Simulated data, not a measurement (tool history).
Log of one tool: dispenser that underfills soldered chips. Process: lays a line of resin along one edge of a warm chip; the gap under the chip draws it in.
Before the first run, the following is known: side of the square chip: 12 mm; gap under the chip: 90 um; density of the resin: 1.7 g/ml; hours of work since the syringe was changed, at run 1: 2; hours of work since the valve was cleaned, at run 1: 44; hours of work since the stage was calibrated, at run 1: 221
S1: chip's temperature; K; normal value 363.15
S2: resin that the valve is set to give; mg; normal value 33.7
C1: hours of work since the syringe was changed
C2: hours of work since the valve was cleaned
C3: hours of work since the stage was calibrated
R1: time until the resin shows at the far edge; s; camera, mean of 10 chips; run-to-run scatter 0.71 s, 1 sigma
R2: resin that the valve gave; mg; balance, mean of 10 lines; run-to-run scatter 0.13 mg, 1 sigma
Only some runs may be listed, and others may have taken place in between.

run 1 hour=0.0 | S1=363.15 S2=33.7 | C1=2 C2=44 C3=221 | R1=68.7 R2=32.58
run 2 hour=6.4 | S1=363.15 S2=33.7 | C1=6 C2=48 C3=225 | R1=83.7 R2=32.48
-- hour=12.5 new syringe of resin
run 3 hour=15.6 | S1=363.15 S2=33.7 | C1=2 C2=54 C3=231 | R1=67.5 R2=32.38
run 4 hour=21.7 | S1=363.15 S2=33.7 | C1=6 C2=58 C3=236 | R1=80.4 R2=32.36
-- hour=28.6 new syringe of resin
run 5 hour=29.6 | S1=363.15 S2=33.7 | C1=1 C2=63 C3=241 | R1=66.2 R2=32.03
run 6 hour=39.8 | S1=363.15 S2=28.8 | C1=8 C2=70 C3=248 | R1=92.8 R2=27.17
-- hour=45.1 new syringe of resin
run 7 hour=45.5 | S1=363.15 S2=28.8 | C1=0 C2=73 C3=251 | R1=66.5 R2=26.88
run 8 hour=54.2 | S1=363.15 S2=28.8 | C1=6 C2=79 C3=257 | R1=86.3 R2=26.73
-- hour=61.6 new syringe of resin
run 9 hour=62.3 | S1=363.15 S2=37.5 | C1=0 C2=85 C3=262 | R1=63.5 R2=34.78
-- hour=69.4 dispensing valve cleaned and set on the balance
run 10 hour=69.4 | S1=363.15 S2=33.7 | C1=5 C2=0 C3=266 | R1=77.6 R2=33.59
run 11 hour=77.3 | S1=363.15 S2=40.3 | C1=10 C2=5 C3=272 | R1=97.0 R2=40.15
-- hour=78.7 new syringe of resin
run 12 hour=88.1 | S1=363.15 S2=40.3 | C1=6 C2=12 C3=279 | R1=80.8 R2=39.88
-- hour=94.8 new syringe of resin
run 13 hour=95.2 | S1=362.15 S2=33.7 | C1=0 C2=17 C3=283 | R1=65.4 R2=33.30
run 14 hour=99.6 | S1=363.15 S2=29.2 | C1=3 C2=20 C3=286 | R1=74.2 R2=28.77
run 15 hour=108.7 | S1=356.15 S2=33.7 | C1=9 C2=26 C3=292 | R1=126.4 R2=32.91
-- hour=110.8 new syringe of resin
run 16 hour=113.9 | S1=356.15 S2=33.7 | C1=2 C2=29 C3=296 | R1=90.1 R2=32.95
run 17 hour=121.6 | S1=356.15 S2=33.7 | C1=7 C2=34 C3=301 | R1=116.5 R2=32.87
-- hour=126.9 new syringe of resin
run 18 hour=126.9 | S1=363.15 S2=42.3 | C1=0 C2=38 C3=304 | R1=58.9 R2=40.62
run 19 hour=134.8 | S1=374.15 S2=30.2 | C1=5 C2=43 C3=309 | R1=53.0 R2=29.21
run 20 hour=140.9 | S1=375.15 S2=36.7 | C1=9 C2=47 C3=313 | R1=57.9 R2=35.28
-- hour=143.6 new syringe of resin
run 21 hour=146.7 | S1=356.15 S2=29.8 | C1=2 C2=51 C3=317 | R1=96.6 R2=28.60
run 22 hour=154.9 | S1=356.15 S2=29.8 | C1=8 C2=56 C3=323 | R1=124.0 R2=28.36
-- hour=159.7 new syringe of resin
run 23 hour=159.7 | S1=375.15 S2=29.8 | C1=0 C2=59 C3=326 | R1=40.4 R2=28.30
run 24 hour=165.0 | S1=375.15 S2=29.8 | C1=4 C2=63 C3=329 | R1=47.7 R2=28.50
run 25 hour=169.4 | S1=375.15 S2=29.8 | C1=7 C2=66 C3=332 | R1=55.2 R2=28.24
-- hour=175.7 new syringe of resin
run 26 hour=179.0 | S1=375.15 S2=29.8 | C1=2 C2=72 C3=338 | R1=44.4 R2=28.04
run 27 hour=188.3 | S1=350.15 S2=40.6 | C1=8 C2=78 C3=345 | R1=154.7 R2=37.90
-- hour=192.2 new syringe of resin
run 28 hour=198.0 | S1=350.15 S2=40.6 | C1=4 C2=85 C3=351 | R1=122.8 R2=37.60
-- hour=204.9 dispensing valve cleaned and set on the balance
run 29 hour=205.7 | S1=363.15 S2=30.9 | C1=8 C2=1 C3=355 | R1=91.7 R2=30.83
-- hour=207.4 stage's temperature calibrated
-- hour=210.2 new syringe of resin
run 30 hour=217.9 | S1=374.15 S2=34.9 | C1=5 C2=8 C3=7 | R1=52.3 R2=34.76
run 31 hour=223.3 | S1=374.15 S2=34.9 | C1=9 C2=12 C3=10 | R1=62.9 R2=34.34
-- hour=226.4 new syringe of resin
run 32 hour=234.5 | S1=362.15 S2=28.8 | C1=5 C2=19 C3=18 | R1=89.4 R2=28.58
run 33 hour=240.4 | S1=362.15 S2=28.8 | C1=9 C2=23 C3=22 | R1=107.6 R2=28.08
-- hour=243.0 new syringe of resin
run 34 hour=249.4 | S1=363.15 S2=28.9 | C1=4 C2=29 C3=28 | R1=81.1 R2=28.24
run 35 hour=257.1 | S1=364.15 S2=33.2 | C1=9 C2=34 C3=33 | R1=94.8 R2=32.19

Had the tool no unlogged condition, and each run kept its random variation, what would the results have been?
Unlogged tool condition in this case: resin's viscosity, % of fresh resin's; dose that the valve gives, % of what is set; true chip temperature over the reading, C; drift of the gauge itself on fill_s, %; drift of the gauge itself on given_mg, %.
run=1 R1=64.2 R2=33.77
run=2 R1=63.7 R2=33.80
run=3 R1=64.0 R2=33.87
run=4 R1=63.0 R2=33.97
run=5 R1=65.5 R2=33.76
run=6 R1=65.9 R2=28.83
run=7 R1=66.9 R2=28.60
run=8 R1=65.8 R2=28.60
run=9 R1=64.0 R2=37.38
run=10 R1=65.1 R2=33.59
run=11 R1=63.3 R2=40.33
run=12 R1=63.2 R2=40.31
run=13 R1=67.6 R2=33.78
run=14 R1=66.4 R2=29.26
run=15 R1=85.1 R2=33.64
run=16 R1=84.7 R2=33.79
run=17 R1=85.9 R2=33.86
run=18 R1=62.1 R2=41.97
run=19 R1=43.3 R2=30.32
run=20 R1=39.1 R2=36.76
run=21 R1=88.8 R2=29.89
run=22 R1=87.7 R2=29.79
run=23 R1=41.1 R2=29.80
run=24 R1=41.2 R2=30.10
run=25 R1=41.3 R2=29.90
run=26 R1=40.9 R2=29.87
run=27 R1=108.5 R2=40.61
run=28 R1=108.0 R2=40.52
run=29 R1=65.2 R2=30.87
run=30 R1=40.8 R2=35.00
run=31 R1=41.4 R2=34.68
run=32 R1=69.0 R2=29.05
run=33 R1=68.8 R2=28.63
run=34 R1=67.3 R2=28.94
run=35 R1=61.9 R2=33.13

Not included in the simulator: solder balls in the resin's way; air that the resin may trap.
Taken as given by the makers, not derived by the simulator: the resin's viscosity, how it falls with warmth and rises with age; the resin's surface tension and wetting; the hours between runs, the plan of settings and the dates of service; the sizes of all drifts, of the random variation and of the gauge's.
